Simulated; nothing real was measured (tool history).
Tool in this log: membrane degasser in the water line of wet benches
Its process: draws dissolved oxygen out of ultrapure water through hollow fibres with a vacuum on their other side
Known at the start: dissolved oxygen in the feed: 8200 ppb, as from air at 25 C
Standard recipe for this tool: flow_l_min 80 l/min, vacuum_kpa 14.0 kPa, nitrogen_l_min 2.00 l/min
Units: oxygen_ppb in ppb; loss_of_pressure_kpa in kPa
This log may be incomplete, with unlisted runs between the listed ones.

run	day	flow_l_min	vacuum_kpa	nitrogen_l_min	oxygen_ppb	loss_of_pressure_kpa
1	0.000	80	14.0	2.00	803.5	53.74
2	3.221	56	14.0	2.00	606.0	37.18
3	7.400	80	14.0	2.00	803.6	53.85
4	10.471	80	14.0	2.00	801.3	53.22
5	14.638	80	14.0	2.00	802.4	53.07
6	17.167	80	14.0	2.00	802.7	53.07
7	19.683	80	14.0	1.08	1230.3	53.47
8	22.358	80	14.0	3.59	506.6	53.51
9	25.408	80	9.4	2.00	479.3	53.60
10	29.738	80	9.4	2.00	478.8	53.16
11	33.408	80	11.6	2.00	637.8	53.29
12	35.983	80	12.3	2.00	686.3	53.61
13	38.271	80	12.3	2.00	687.3	53.54
14	41.462	121	14.0	2.67	900.5	80.59
15	45.288	58	15.0	3.51	425.2	38.33
16	48.358	80	14.0	3.21	558.6	53.24
17	52.546	53	14.0	0.84	1110.7	35.49
18	56.817	53	14.0	0.84	1108.3	35.26
19	59.354	53	14.0	0.84	1109.0	35.32
20	62.517	109	14.0	1.45	1258.1	72.37
21	66.875	80	14.0	2.55	670.4	53.61
22	69.629	80	14.0	2.55	670.1	53.34
23	73.579	80	14.0	2.55	670.6	53.45
24	76.829	104	15.3	2.55	914.7	69.48
25	80.367	105	20.8	4.99	773.8	70.22
26	84.492	63	18.5	3.78	549.5	42.51

What if the next run were any one of these 3? Each begins from the tool's condition after run 26:
A	88.804	80	14.0	0.85	?	?
B	88.804	110	32.6	1.93	?	?
C	88.804	80	30.6	2.32	?	?

run	oxygen_ppb	loss_of_pressure_kpa
A	1425.4	52.66
B	2401.8	73.18
C	1636.6	53.36
Without the tool's hidden state the same runs would have given:
run	oxygen_ppb	loss_of_pressure_kpa
A	1415.1	52.65
B	2384.5	73.17
C	1624.7	53.35

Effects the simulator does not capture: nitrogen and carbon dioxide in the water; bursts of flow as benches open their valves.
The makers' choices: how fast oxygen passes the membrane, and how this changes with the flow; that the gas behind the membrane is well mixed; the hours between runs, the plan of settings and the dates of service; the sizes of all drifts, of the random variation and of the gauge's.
